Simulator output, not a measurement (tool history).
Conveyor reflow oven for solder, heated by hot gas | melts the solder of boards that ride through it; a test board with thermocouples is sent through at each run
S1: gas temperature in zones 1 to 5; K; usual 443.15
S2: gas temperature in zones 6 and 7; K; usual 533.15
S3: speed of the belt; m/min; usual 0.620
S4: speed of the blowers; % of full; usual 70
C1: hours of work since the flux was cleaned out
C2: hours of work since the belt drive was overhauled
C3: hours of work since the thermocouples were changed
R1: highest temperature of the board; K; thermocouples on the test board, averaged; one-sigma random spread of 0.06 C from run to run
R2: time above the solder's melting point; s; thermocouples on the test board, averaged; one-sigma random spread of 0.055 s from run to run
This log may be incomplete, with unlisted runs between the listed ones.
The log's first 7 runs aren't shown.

| run | hour | S1 | S2 | S3 | S4 | C1 | C2 | C3 | R1 | R2 |
|---|---|---|---|---|---|---|---|---|---|---|
| 8 | 150.1 | 443.15 | 533.15 | 0.620 | 70 | 20 | 536 | 259 | 521.96 | 41.85 |
| 9 | 173.6 | 446.15 | 533.15 | 0.620 | 70 | 29 | 545 | 269 | 522.30 | 43.00 |
| 10 | 184.8 | 446.15 | 533.15 | 0.620 | 70 | 34 | 550 | 273 | 522.32 | 42.90 |
| 11 | 205.9 | 446.15 | 533.15 | 0.620 | 70 | 42 | 558 | 282 | 522.21 | 42.81 |
| 12 | 227.2 | 446.15 | 533.15 | 0.620 | 64 | 51 | 567 | 290 | 520.84 | 41.77 |
| 13 | 242.0 | 446.15 | 533.15 | 0.620 | 64 | 57 | 573 | 296 | 520.93 | 41.63 |
| 14 | 258.8 | 446.15 | 533.15 | 0.620 | 64 | 64 | 580 | 303 | 520.77 | 41.69 |
| 15 | 273.1 | 446.15 | 533.15 | 0.620 | 64 | 69 | 585 | 309 | 520.87 | 41.65 |
| 16 | 284.3 | 446.15 | 533.15 | 0.620 | 64 | 74 | 590 | 313 | 520.92 | 41.71 |
| 17 | 302.2 | 443.15 | 539.15 | 0.620 | 70 | 81 | 597 | 321 | 527.16 | 44.58 |
| 18 | 326.8 | 438.15 | 527.15 | 0.620 | 70 | 91 | 607 | 330 | 515.33 | 36.41 |
| 19 | 343.9 | 438.15 | 527.15 | 0.620 | 88 | 98 | 614 | 337 | 518.46 | 39.84 |
| 20 | 354.9 | 443.15 | 531.15 | 0.601 | 64 | 102 | 618 | 342 | 519.33 | 41.36 |
| 21 | 369.1 | 443.15 | 523.15 | 0.620 | 70 | 108 | 624 | 347 | 512.49 | 35.58 |
| 22 | 393.3 | 443.15 | 533.15 | 0.528 | 70 | 118 | 634 | 357 | 525.36 | 52.71 |
| 23 | 405.0 | 431.15 | 533.15 | 0.528 | 59 | 122 | 638 | 362 | 521.66 | 46.17 |
| 24 | 417.9 | 438.15 | 540.15 | 0.678 | 70 | 127 | 643 | 367 | 524.12 | 37.56 |
| 25 | 436.2 | 433.15 | 538.15 | 0.558 | 70 | 135 | 651 | 374 | 527.46 | 47.90 |
| 26 | 453.2 | 448.15 | 538.15 | 0.558 | 70 | 142 | 658 | 381 | 529.11 | 52.81 |
| 27 | 470.8 | 446.15 | 533.15 | 0.709 | 70 | 149 | 665 | 388 | 517.76 | 33.92 |
| 28 | 486.0 | 436.15 | 540.15 | 0.590 | 70 | 155 | 671 | 394 | 528.03 | 45.75 |
|  | 503.3 | flux residue cleaned out of gas plates and filters |
| 29 | 506.6 | 436.15 | 526.15 | 0.669 | 84 | 1 | 677 | 400 | 515.89 | 34.27 |
| 30 | 526.8 | 436.15 | 526.15 | 0.669 | 84 | 9 | 685 | 409 | 516.03 | 34.33 |
| 31 | 546.0 | 436.15 | 541.15 | 0.669 | 70 | 17 | 693 | 416 | 526.39 | 38.95 |

Forecast each of these 4 alternatives for the next run:
| A | 571.3 | 443.15 | 533.15 | 0.594 | 70 | 27 | 703 | 426 | ? | ? |
| B | 571.3 | 436.15 | 526.15 | 0.646 | 70 | 27 | 703 | 426 | ? | ? |
| C | 571.3 | 443.15 | 533.15 | 0.505 | 70 | 27 | 703 | 426 | ? | ? |
| D | 571.3 | 436.15 | 541.15 | 0.608 | 50 | 27 | 703 | 426 | ? | ? |

| run | R1 | R2 |
|---|---|---|
| A | 523.38 | 45.20 |
| B | 513.99 | 33.38 |
| C | 527.01 | 56.79 |
| D | 523.21 | 40.44 |
Without the tool's unlogged condition, the same runs would have read:
| run | R1 | R2 |
|---|---|---|
| A | 522.43 | 44.00 |
| B | 513.06 | 32.20 |
| C | 526.04 | 55.42 |
| D | 522.11 | 39.12 |
